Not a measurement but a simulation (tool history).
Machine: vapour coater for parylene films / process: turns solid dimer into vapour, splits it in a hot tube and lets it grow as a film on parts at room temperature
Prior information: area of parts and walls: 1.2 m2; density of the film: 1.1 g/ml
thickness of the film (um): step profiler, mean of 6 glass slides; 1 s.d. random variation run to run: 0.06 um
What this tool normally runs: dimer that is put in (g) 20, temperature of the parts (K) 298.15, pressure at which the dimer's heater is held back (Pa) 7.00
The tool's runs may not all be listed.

run	day	dimer that is put in (g)	temperature of the parts (K)	pressure at which the dimer's heater is held back (Pa)	thickness of the film (um)
1	0.000	20	298.15	7.00	6.63
2	1.346	20	304.15	7.00	5.97
3	2.500	20	293.15	7.00	6.87
4	3.604	20	298.15	8.37	6.05
5	4.325	18	298.15	7.00	5.67
# day 5.675: trap's valve overhauled
6	5.796	20	298.15	7.00	6.96
7	6.833	20	298.15	7.00	6.86
8	8.017	20	298.15	7.00	6.80
9	9.471	11	292.15	6.80	4.10
10	10.117	11	292.15	6.80	4.14
11	11.067	11	292.15	5.46	4.27

Consider 3 possible next runs. They are alternatives, not a sequence: every one starts from the tool as it was left by run 11. What does each give?
A	11.917	20	298.15	2.12	?
B	11.917	9	290.15	3.15	?
C	11.917	11	296.15	4.30	?

run	thickness of the film (um)
A	8.67
B	4.16
C	4.33
Take away the tool's hidden state, keep each run's random variation, and the runs would have read:
run	thickness of the film (um)
A	9.23
B	4.42
C	4.60
